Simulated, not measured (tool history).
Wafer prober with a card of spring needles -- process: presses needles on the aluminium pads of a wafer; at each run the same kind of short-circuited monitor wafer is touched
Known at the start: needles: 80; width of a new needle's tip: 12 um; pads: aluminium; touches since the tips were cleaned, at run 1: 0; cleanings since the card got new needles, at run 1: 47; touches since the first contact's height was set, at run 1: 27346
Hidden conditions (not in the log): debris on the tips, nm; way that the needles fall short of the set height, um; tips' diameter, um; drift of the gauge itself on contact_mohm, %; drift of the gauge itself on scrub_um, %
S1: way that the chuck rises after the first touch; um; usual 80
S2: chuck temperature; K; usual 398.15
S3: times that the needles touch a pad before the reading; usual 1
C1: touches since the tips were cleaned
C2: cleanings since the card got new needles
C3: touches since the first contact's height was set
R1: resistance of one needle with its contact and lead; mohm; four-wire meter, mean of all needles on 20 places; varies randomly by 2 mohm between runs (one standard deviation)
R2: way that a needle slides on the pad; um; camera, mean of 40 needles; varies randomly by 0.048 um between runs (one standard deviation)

Run 1, hour 0: usual settings; C1 0; C2 47; C3 27346. Result: R1 223 mohm, R2 18.39 um.
At hour 9.3: tips cleaned on abrasive film.
At hour 16.7: tips cleaned on abrasive film.
At hour 26: tips cleaned on abrasive film.
At hour 33.4: tips cleaned on abrasive film.
At hour 40.8: tips cleaned on abrasive film.
At hour 48.3: tips cleaned on abrasive film.
Run 2, hour 53.7: usual settings; C1 2350; C2 53; C3 50325. Result: R1 244 mohm, R2 18.16 um.
At hour 57.5: tips cleaned on abrasive film.
At hour 64.9: tips cleaned on abrasive film.
At hour 74.2: tips cleaned on abrasive film.
At hour 83.4: tips cleaned on abrasive film.
Run 3, hour 85.3: usual settings but S2 375.15 K; C1 802; C2 57; C3 63823. Result: R1 230 mohm, R2 18.02 um.
At hour 89.2: height of the first contact set anew.
At hour 92.9: tips cleaned on abrasive film.
At hour 100.4: tips cleaned on abrasive film.
At hour 107.8: tips cleaned on abrasive film.
At hour 115.2: tips cleaned on abrasive film.
At hour 124.5: tips cleaned on abrasive film.
At hour 131.9: tips cleaned on abrasive film.
At hour 139.4: tips cleaned on abrasive film.
Run 4, hour 140.2: usual settings but S2 375.15 K; C1 333; C2 64; C3 21758. Result: R1 221 mohm, R2 18.48 um.
At hour 147.6: tips cleaned on abrasive film.
At hour 155: tips cleaned on abrasive film.
At hour 162.5: tips cleaned on abrasive film.
At hour 169.9: tips cleaned on abrasive film.
At hour 179.2: tips cleaned on abrasive film.
At hour 186.6: tips cleaned on abrasive film.
Run 5, hour 189.9: usual settings but S2 375.15 K; C1 1417; C2 70; C3 43012. Result: R1 232 mohm, R2 18.34 um.
At hour 195.5: tips cleaned on abrasive film.
At hour 202.9: tips cleaned on abrasive film, once more.
At hour 210.3: tips cleaned on abrasive film.
At hour 217.8: tips cleaned on abrasive film.
At hour 225.2: tips cleaned on abrasive film.
At hour 234.5: tips cleaned on abrasive film.
At hour 241.9: tips cleaned on abrasive film.
At hour 242.2: height of the first contact set anew.
Run 6, hour 243.3: usual settings but S2 375.15 K; C1 495; C2 77; C3 495. Result: R1 222 mohm, R2 18.59 um.
At hour 250.8: tips cleaned on abrasive film.
At hour 258.2: tips cleaned on abrasive film.
At hour 265.6: tips cleaned on abrasive film.
At hour 273.1: tips cleaned on abrasive film.
Run 7, hour 279.1: usual settings but S2 375.15 K; C1 2617; C2 81; C3 15808. Result: R1 242 mohm, R2 18.61 um.
At hour 281.1: tips cleaned on abrasive film.
At hour 288.5: tips cleaned on abrasive film.
At hour 297.8: tips cleaned on abrasive film.
At hour 305.2: tips cleaned on abrasive film.
At hour 312.6: tips cleaned on abrasive film.
At hour 321.9: tips cleaned on abrasive film.
Run 8, hour 328.3: usual settings but S2 375.15 K; C1 2786; C2 87; C3 36848. Result: R1 247 mohm, R2 18.42 um.
At hour 330.3: tips cleaned on abrasive film.
At hour 339.5: tips cleaned on abrasive film.
At hour 347: tips cleaned on abrasive film.
At hour 356.2: tips cleaned on abrasive film.
At hour 363.8: tips cleaned on abrasive film.
Run 9, hour 363.8: usual settings but S2 375.15 K; C1 0; C2 92; C3 51965. Result: R1 218 mohm, R2 18.31 um.
At hour 371.2: tips cleaned on abrasive film.
At hour 378.6: tips cleaned on abrasive film.
At hour 386.1: tips cleaned on abrasive film.
Run 10, hour 387.6: usual settings but S2 375.15 K; C1 669; C2 95; C3 62166. Result: R1 224 mohm, R2 18.14 um.
At hour 395.1: tips cleaned on abrasive film.
At hour 395.4: height of the first contact set anew.
At hour 404.6: tips cleaned on abrasive film.
At hour 412.1: tips cleaned on abrasive film.
Run 11, hour 416.1: usual settings but S2 375.15 K; C1 1764; C2 98; C3 8905. Result: R1 237 mohm, R2 18.59 um.
At hour 419.9: tips cleaned on abrasive film.
At hour 427.3: tips cleaned on abrasive film.
At hour 434.8: tips cleaned on abrasive film.
At hour 444: tips cleaned on abrasive film.
At hour 451.5: tips cleaned on abrasive film.
At hour 458.9: tips cleaned on abrasive film.
Run 12, hour 462.7: usual settings but S2 375.15 K; C1 1630; C2 104; C3 28784. Result: R1 240 mohm, R2 18.47 um.
At hour 466.4: tips cleaned on abrasive film.
At hour 473.9: tips cleaned on abrasive film.
At hour 481.3: tips cleaned on abrasive film.
At hour 488.7: tips cleaned on abrasive film.
At hour 496.5: tips cleaned on abrasive film.
Run 13, hour 496.5: usual settings but S1 77 um, S2 312.15 K; C1 0; C2 109; C3 43229. Result: R1 207 mohm, R2 17.73 um.
At hour 505.8: tips cleaned on abrasive film.
At hour 513.2: tips cleaned on abrasive film.
At hour 520.7: tips cleaned on abrasive film.
At hour 528.1: tips cleaned on abrasive film.
At hour 535.5: tips cleaned on abrasive film.
At hour 543: tips cleaned on abrasive film.
Run 14, hour 547.3: usual settings but S1 77 um, S2 308.15 K; C1 1872; C2 115; C3 64936. Result: R1 232 mohm, R2 17.47 um.
At hour 549.4: height of the first contact set anew.
At hour 551.4: tips cleaned on abrasive film.
At hour 558.8: tips cleaned on abrasive film.
At hour 566.2: tips cleaned on abrasive film.
At hour 573.7: tips cleaned on abrasive film.
At hour 581.1: tips cleaned on abrasive film.
At hour 588.5: tips cleaned on abrasive film.
At hour 596: tips cleaned on abrasive film.
Run 15, hour 601.6: usual settings but S1 77 um, S2 337.15 K; C1 2453; C2 122; C3 22290. Result: R1 244 mohm, R2 17.71 um.
At hour 603.6: tips cleaned on abrasive film.
At hour 611: tips cleaned on abrasive film.
At hour 620.3: tips cleaned on abrasive film.
At hour 627.7: tips cleaned on abrasive film.
At hour 635.1: tips cleaned on abrasive film.
Run 16, hour 635.1: usual settings but S1 77 um, S2 337.15 K; C1 8; C2 127; C3 36580. Result: R1 217 mohm, R2 17.64 um.
At hour 642.6: tips cleaned on abrasive film.
At hour 650.1: tips cleaned on abrasive film.
At hour 657.5: tips cleaned on abrasive film.
At hour 664.9: tips cleaned on abrasive film.
Run 17, hour 665.9: usual settings but S1 77 um, S2 337.15 K; C1 403; C2 131; C3 49703. Result: R1 220 mohm, R2 17.52 um.
At hour 673.3: tips cleaned on abrasive film.
At hour 680.7: tips cleaned on abrasive film.
At hour 688.2: tips cleaned on abrasive film.
At hour 695.6: tips cleaned on abrasive film.
At hour 703: tips cleaned on abrasive film.
At hour 703.3: height of the first contact set anew.
At hour 710.8: tips cleaned on abrasive film.
Run 18, hour 717.7: usual settings but S1 77 um, S2 337.15 K; C1 2985; C2 137; C3 6159. Result: R1 249 mohm, R2 17.96 um.

Run 19 comes next. What will it give?
At hour 719.6: tips cleaned on abrasive film.
At hour 728.9: tips cleaned on abrasive film.
At hour 736.3: tips cleaned on abrasive film.
At hour 743.7: tips cleaned on abrasive film.
At hour 751.2: tips cleaned on abrasive film.
At hour 758.6: tips cleaned on abrasive film.
At hour 766: tips cleaned on abrasive film.
Run 19, hour 771.4: usual settings but S1 77 um, S2 337.15 K; C1 2330; C2 144; C3 29120. Result: R1 ?, R2 ?.

{"run 19": {"R1": 246, "R2": 17.8}}
On a tool with no hidden condition, and with the same random variation, this run would have come out at R1 210 mohm, R2 18.01 um.
